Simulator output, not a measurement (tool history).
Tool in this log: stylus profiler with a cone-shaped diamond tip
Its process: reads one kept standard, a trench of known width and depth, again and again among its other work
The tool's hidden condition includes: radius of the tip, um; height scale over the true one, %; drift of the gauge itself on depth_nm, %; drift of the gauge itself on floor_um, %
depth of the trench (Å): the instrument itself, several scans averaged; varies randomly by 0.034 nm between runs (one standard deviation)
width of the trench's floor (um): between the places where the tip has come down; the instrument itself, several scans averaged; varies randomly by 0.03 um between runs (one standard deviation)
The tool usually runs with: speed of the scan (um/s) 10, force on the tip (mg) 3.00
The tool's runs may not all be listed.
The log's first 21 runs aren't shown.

run,hour,speed of the scan (um/s),force on the tip (mg),scans with this tip,hours of work since the height scale was calibrated,depth of the trench (Å),width of the trench's floor (um)
22,401.4,10,3.42,17713,45,1019.8,48.16
# hour 411.1: height scale calibrated on a step standard, once more
23,414.1,10,3.00,17848,2,1014.7,48.17
24,439.1,10,5.53,18123,22,1021.6,48.17
25,455.2,25,6.95,18300,34,1025.5,48.13
26,484.7,8,7.02,18624,57,1026.0,48.13
27,503.7,8,1.27,18834,71,1008.2,48.07
28,517.9,19,1.81,18990,82,1010.0,48.13
29,536.1,15,1.40,19189,96,1009.0,48.09
30,564.5,15,1.40,19502,118,1008.2,48.07
31,585.5,2,6.77,19732,134,1025.3,48.16
32,615.6,25,6.77,20063,157,1024.5,48.11
33,639.3,6,2.97,20324,175,1014.5,48.14
34,652.0,2,7.74,20464,185,1027.3,48.14
35,674.5,2,7.74,20711,202,1028.0,48.14
36,695.0,2,7.74,20937,218,1027.9,48.07
# hour 710.5: new tip fitted, height scale calibrated
37,723.1,5,8.28,139,10,1028.5,48.64
38,748.9,38,2.21,423,30,1011.2,48.47
39,762.8,2,8.17,576,40,1029.0,48.53
40,781.6,5,1.45,783,55,1009.6,48.55
41,794.7,27,2.37,927,65,1012.3,48.46
42,819.6,27,2.37,1201,84,1012.5,48.51
43,835.5,14,7.84,1375,96,1027.6,48.58
44,851.3,25,5.71,1549,108,1022.1,48.53
45,874.8,12,3.00,1807,126,1015.2,48.50

What if the next run were any one of these 5? Each begins from the tool's condition after run 45:
A,895.9,10,3.00,2039,142,?,?
B,895.9,7,7.13,2039,142,?,?
C,895.9,21,4.35,2039,142,?,?
D,895.9,3,3.00,2039,142,?,?
E,895.9,11,3.00,2039,142,?,?

run,depth of the trench (Å),width of the trench's floor (um)
A,1014.4,48.47
B,1025.9,48.49
C,1019.1,48.49
D,1014.7,48.56
E,1014.5,48.48
Stripped of hidden state, with their random variation kept, the same runs would have yielded:
run,depth of the trench (Å),width of the trench's floor (um)
A,1014.2,48.54
B,1025.7,48.55
C,1018.9,48.56
D,1014.6,48.62
E,1014.3,48.54

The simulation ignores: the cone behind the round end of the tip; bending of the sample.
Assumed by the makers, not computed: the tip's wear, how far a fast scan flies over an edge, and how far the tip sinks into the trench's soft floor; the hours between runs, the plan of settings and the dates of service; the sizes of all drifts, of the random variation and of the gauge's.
